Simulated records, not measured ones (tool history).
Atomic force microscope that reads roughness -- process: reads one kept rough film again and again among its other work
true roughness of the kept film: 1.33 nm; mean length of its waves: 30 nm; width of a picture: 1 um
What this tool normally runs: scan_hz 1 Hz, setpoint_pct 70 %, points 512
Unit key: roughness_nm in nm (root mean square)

Run 1, hour 0: usual settings. Result: roughness_nm 1.185 nm (root mean square).
Run 2, hour 7.3: usual settings. Result: roughness_nm 1.176 nm (root mean square).
Run 3, hour 17.5: usual settings. Result: roughness_nm 1.171 nm (root mean square).
Run 4, hour 22.9: usual settings. Result: roughness_nm 1.177 nm (root mean square).
Run 5, hour 28.3: usual settings but setpoint_pct 87 %. Result: roughness_nm 1.145 nm (root mean square).
Run 6, hour 37.8: usual settings but scan_hz 2.99 Hz. Result: roughness_nm 1.129 nm (root mean square).
Run 7, hour 47.5: usual settings but scan_hz 2.99 Hz. Result: roughness_nm 1.127 nm (root mean square).
Run 8, hour 53.9: usual settings but scan_hz 2.99 Hz. Result: roughness_nm 1.126 nm (root mean square).
Run 9, hour 60.8: usual settings but scan_hz 2.99 Hz. Result: roughness_nm 1.111 nm (root mean square).
Run 10, hour 66.5: usual settings but scan_hz 2.99 Hz. Result: roughness_nm 1.118 nm (root mean square).
Run 11, hour 71.8: usual settings but scan_hz 2.99 Hz. Result: roughness_nm 1.11 nm (root mean square).
Run 12, hour 80.3: usual settings but points 620. Result: roughness_nm 1.149 nm (root mean square).
Run 13, hour 85.8: usual settings but points 620. Result: roughness_nm 1.164 nm (root mean square).
Run 14, hour 93.8: usual settings but points 620. Result: roughness_nm 1.157 nm (root mean square).
Run 15, hour 101.1: usual settings but points 505. Result: roughness_nm 1.151 nm (root mean square).
Run 16, hour 105.7: usual settings but points 505. Result: roughness_nm 1.159 nm (root mean square).
Run 17, hour 110.1: usual settings but points 505. Result: roughness_nm 1.148 nm (root mean square).
Run 18, hour 115.1: usual settings but points 505. Result: roughness_nm 1.15 nm (root mean square).
Run 19, hour 119.2: usual settings but setpoint_pct 65 %, points 357. Result: roughness_nm 1.139 nm (root mean square).
Run 20, hour 124: usual settings but setpoint_pct 65 %, points 357. Result: roughness_nm 1.135 nm (root mean square).
At hour 128.8: new tip fitted.
Run 21, hour 133.4: usual settings but setpoint_pct 65 %, points 357. Result: roughness_nm 1.254 nm (root mean square).
Run 22, hour 141.7: usual settings but setpoint_pct 60 %. Result: roughness_nm 1.256 nm (root mean square).
Run 23, hour 151.5: usual settings but setpoint_pct 81 %. Result: roughness_nm 1.212 nm (root mean square).
Run 24, hour 158.2: usual settings but scan_hz 2.04 Hz, points 443. Result: roughness_nm 1.208 nm (root mean square).
Run 25, hour 165.7: usual settings but setpoint_pct 63 %, points 686. Result: roughness_nm 1.255 nm (root mean square).
Run 26, hour 175.1: usual settings but setpoint_pct 63 %, points 686. Result: roughness_nm 1.247 nm (root mean square).
Run 27, hour 180.2: usual settings but points 301. Result: roughness_nm 1.222 nm (root mean square).
Run 28, hour 189.6: usual settings but scan_hz 1.38 Hz, setpoint_pct 72 %, points 343. Result: roughness_nm 1.208 nm (root mean square).
Run 29, hour 197.4: usual settings but scan_hz 1.38 Hz, setpoint_pct 72 %, points 343. Result: roughness_nm 1.205 nm (root mean square).
Run 30, hour 206.4: usual settings but scan_hz 3.73 Hz, setpoint_pct 72 %, points 510. Result: roughness_nm 1.127 nm (root mean square).
Run 31, hour 215.6: usual settings but scan_hz 1.97 Hz, setpoint_pct 57 %, points 500. Result: roughness_nm 1.225 nm (root mean square).
Run 32, hour 222.7: usual settings but setpoint_pct 74 %, points 427. Result: roughness_nm 1.215 nm (root mean square).
Run 33, hour 227.2: usual settings but setpoint_pct 74 %, points 427. Result: roughness_nm 1.186 nm (root mean square).
Run 34, hour 234.8: usual settings but setpoint_pct 74 %, points 427. Result: roughness_nm 1.201 nm (root mean square).
Run 35, hour 241.2: usual settings but setpoint_pct 74 %, points 427. Result: roughness_nm 1.189 nm (root mean square).
Run 36, hour 247.3: usual settings but setpoint_pct 65 %, points 796. Result: roughness_nm 1.219 nm (root mean square).

Below, some changes in roughness_nm between adjacent runs. For each, the amount present without the hidden state too (settings, incoming material, random variation) and the amount remaining for the hidden state with gauge scatter not shared by both compared results:
Hidden state at play: radius of the tip, nm; height scale over the true one, %; drift of the gauge itself on roughness_nm, %.
Run 11 -> 12: scan_hz 2.99 -> 1, points 512 -> 620. roughness_nm +0.039 nm (root mean square): hidden state -0.007, all else +0.046.
Run 20 -> 21: new tip fitted. roughness_nm +0.119 nm (root mean square): hidden state +0.113, all else +0.006.
Run 29 -> 30: scan_hz 1.38 -> 3.73, points 343 -> 510. roughness_nm -0.078 nm (root mean square): hidden state -0.003, all else -0.075.
Run 30 -> 31: scan_hz 3.73 -> 1.97, setpoint_pct 72 -> 57, points 510 -> 500. roughness_nm +0.098 nm (root mean square): hidden state -0.006, all else +0.104.
